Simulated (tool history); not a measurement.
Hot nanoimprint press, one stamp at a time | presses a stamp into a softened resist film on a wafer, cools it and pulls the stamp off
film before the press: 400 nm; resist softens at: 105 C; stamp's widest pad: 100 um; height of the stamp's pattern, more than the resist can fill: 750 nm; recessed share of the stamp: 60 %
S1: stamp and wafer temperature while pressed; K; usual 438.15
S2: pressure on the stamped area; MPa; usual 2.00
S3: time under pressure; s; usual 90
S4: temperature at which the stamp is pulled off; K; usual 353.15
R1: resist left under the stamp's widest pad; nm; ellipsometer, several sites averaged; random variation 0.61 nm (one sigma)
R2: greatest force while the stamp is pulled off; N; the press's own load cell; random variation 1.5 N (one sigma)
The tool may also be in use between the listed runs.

run	hour	S1	S2	S3	S4	R1	R2
1	0.0	438.15	2.00	90	353.15	146.9	148
2	12.9	438.15	2.00	90	353.15	147.2	152
3	37.2	438.15	2.00	90	353.15	147.5	150
4	56.9	438.15	2.00	90	353.15	147.6	152
5	67.3	438.15	2.00	90	353.15	147.5	152
6	81.7	438.15	2.00	90	353.15	147.6	155
7	99.2	438.15	2.00	90	353.15	148.3	156
8	114.3	438.15	2.00	90	353.15	147.9	158
9	128.0	438.15	2.00	90	353.15	149.0	157
10	140.2	438.15	2.00	90	353.15	148.3	158
11	152.0	438.15	2.00	90	353.15	148.3	162
12	170.8	438.15	2.00	90	353.15	148.8	162
13	191.8	438.15	2.00	138	353.15	124.2	163
14	215.5	438.15	2.00	138	353.15	123.8	168
15	238.9	435.15	1.43	68	360.15	214.5	150
16	252.9	429.15	1.43	68	360.15	265.7	152
17	271.1	436.15	2.00	90	343.15	163.3	195
# hour 286.0: stamp cleaned and given a new release coat
18	297.7	435.15	2.00	133	345.15	146.8	157
19	317.5	447.15	2.27	175	361.15	71.2	129
20	328.9	429.15	2.31	62	357.15	237.4	138
21	339.9	429.15	2.31	62	357.15	236.3	139
22	358.1	429.15	2.31	62	357.15	238.3	141
23	368.0	432.15	1.91	154	348.15	160.7	160
24	378.3	448.15	1.90	54	352.15	127.1	154
25	389.4	448.15	1.90	54	352.15	126.8	151
# hour 400.3: plate thermocouple calibrated
26	406.0	436.15	1.90	54	351.15	195.5	153
27	430.0	436.15	1.90	97	351.15	154.4	155

Forecast each of these 4 alternatives for the next run:
A	445.5	438.15	2.00	67	354.15	?	?
B	445.5	448.15	2.79	90	354.15	?	?
C	445.5	435.15	2.00	97	353.15	?	?
D	445.5	443.15	2.00	80	353.15	?	?

run	R1	R2
A	162.1	149
B	81.5	148
C	159.2	154
D	122.8	155
Without the tool's hidden state the same runs would have given:
run	R1	R2
A	158.1	137
B	77.9	136
C	155.3	141
D	119.5	143
